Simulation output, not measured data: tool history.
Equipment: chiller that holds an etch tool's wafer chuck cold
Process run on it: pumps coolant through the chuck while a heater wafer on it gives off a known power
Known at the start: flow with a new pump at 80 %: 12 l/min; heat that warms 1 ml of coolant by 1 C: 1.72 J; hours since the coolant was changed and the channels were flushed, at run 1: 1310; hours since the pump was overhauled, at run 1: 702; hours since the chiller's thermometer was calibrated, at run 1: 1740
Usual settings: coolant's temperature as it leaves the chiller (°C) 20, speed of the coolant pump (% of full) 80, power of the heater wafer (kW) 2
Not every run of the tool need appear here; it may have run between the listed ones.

run,hour,coolant's temperature as it leaves the chiller (°C),speed of the coolant pump (% of full),power of the heater wafer (kW),hours since the coolant was changed and the channels were flushed,hours since the pump was overhauled,hours since the chiller's thermometer was calibrated,chuck's temperature once it has settled (°C),how much warmer the coolant comes back (C)
1,0,20,80,2,1310,702,1740,38.8,6
2,14.6,20,80,1.491,1324,716,1755,34.2,4.39
3,34.8,20,80,1.316,1344,736,1775,32.7,3.96
4,62.3,20,80,1.316,1372,764,1803,32.6,3.95
5,90.1,20,80,1.537,1400,792,1831,34.7,4.55
6,119,20,80,1.537,1429,821,1859,34.7,4.65
7,133.4,20,94,2,1443,835,1874,36.7,5.12
8,159.8,20,94,2,1469,861,1900,36.6,5.16
9,190.9,20,80,2,1501,892,1931,39.2,5.97
10,218.5,20,80,2,1528,920,1959,39.1,6.02
11,238.8,20,80,2,1549,940,1979,39.2,5.98
12,267,20,80,1.667,1577,969,2007,36,5.01
13,299.8,20,95,2,1610,1001,2040,36.4,5.09
14,318.1,20,95,2,1628,1020,2059,36.6,5.07
15,351.8,20,95,2,1661,1053,2092,36.7,5.09
16,376.9,20,95,2,1687,1078,2117,36.7,5.16
17,409.6,20,95,2,1719,1111,2150,36.7,5.15
18,442.1,18,72,1.95,1752,1144,2183,38.8,6.56
19,459.6,18,65,1.872,1769,1161,2200,39.7,6.82
20,485.1,18,65,1.872,1795,1187,2226,39.8,6.92
21,509,18,65,1.872,1819,1211,2249,39.8,6.97
22,524.8,29,99,1.557,1834,1226,2265,41.7,3.81
23,555.9,29,99,1.557,1866,1258,2296,41.9,3.84
24,578.3,12,74,1.367,1888,1280,2319,26.4,4.47
25,606.8,12,74,1.367,1917,1308,2347,26.3,4.44
26,630.6,12,74,1.215,1940,1332,2371,24.8,3.97
27,654.1,20,92,1.215,1964,1356,2395,30.5,3.23
28,669.6,20,92,1.215,1979,1371,2410,30.6,3.19
29,697.7,20,92,1.215,2007,1399,2438,30.8,3.23
30,727.4,20,92,1.215,2037,1429,2468,30.9,3.31
31,746.8,20,92,1.215,2056,1448,2487,30.7,3.24
32,761.7,11,89,1.924,2071,1463,2502,28.4,5.33
33,780.7,29,82,1.08,2090,1482,2521,39.6,3.22

Below, some changes in chuck's temperature once it has settled (°C) between adjacent runs. For each, the amount present without the hidden state too (settings, incoming material, random variation) and the amount remaining for the hidden state with gauge scatter not shared by both compared results:
Hidden conditions of the tool in this case: heat passed by the chuck's channels, % of clean ones'; flow at a given pump speed, % of a new pump's; coolant's true temperature over the reading, C; drift of the gauge itself on chuck_c, C; drift of the gauge itself on warmer_back_c, C.
Run 21 -> 22: coolant's temperature as it leaves the chiller (°C) 18 -> 29, speed of the coolant pump (% of full) 65 -> 99, power of the heater wafer (kW) 1.872 -> 1.557. chuck's temperature once it has settled (°C) +1.9: hidden state -0.5, all else +2.4.
Run 23 -> 24: coolant's temperature as it leaves the chiller (°C) 29 -> 12, speed of the coolant pump (% of full) 99 -> 74, power of the heater wafer (kW) 1.557 -> 1.367. chuck's temperature once it has settled (°C) -15.5: hidden state +0.1, all else -15.6.
Run 26 -> 27: coolant's temperature as it leaves the chiller (°C) 12 -> 20, speed of the coolant pump (% of full) 74 -> 92. chuck's temperature once it has settled (°C) +5.7: hidden state -0.2, all else +5.9.
Run 31 -> 32: coolant's temperature as it leaves the chiller (°C) 20 -> 11, speed of the coolant pump (% of full) 92 -> 89, power of the heater wafer (kW) 1.215 -> 1.924. chuck's temperature once it has settled (°C) -2.3: hidden state +0.5, all else -2.8.
Run 32 -> 33: coolant's temperature as it leaves the chiller (°C) 11 -> 29, speed of the coolant pump (% of full) 89 -> 82, power of the heater wafer (kW) 1.924 -> 1.08. chuck's temperature once it has settled (°C) +11.2: hidden state -0.6, all else +11.8.
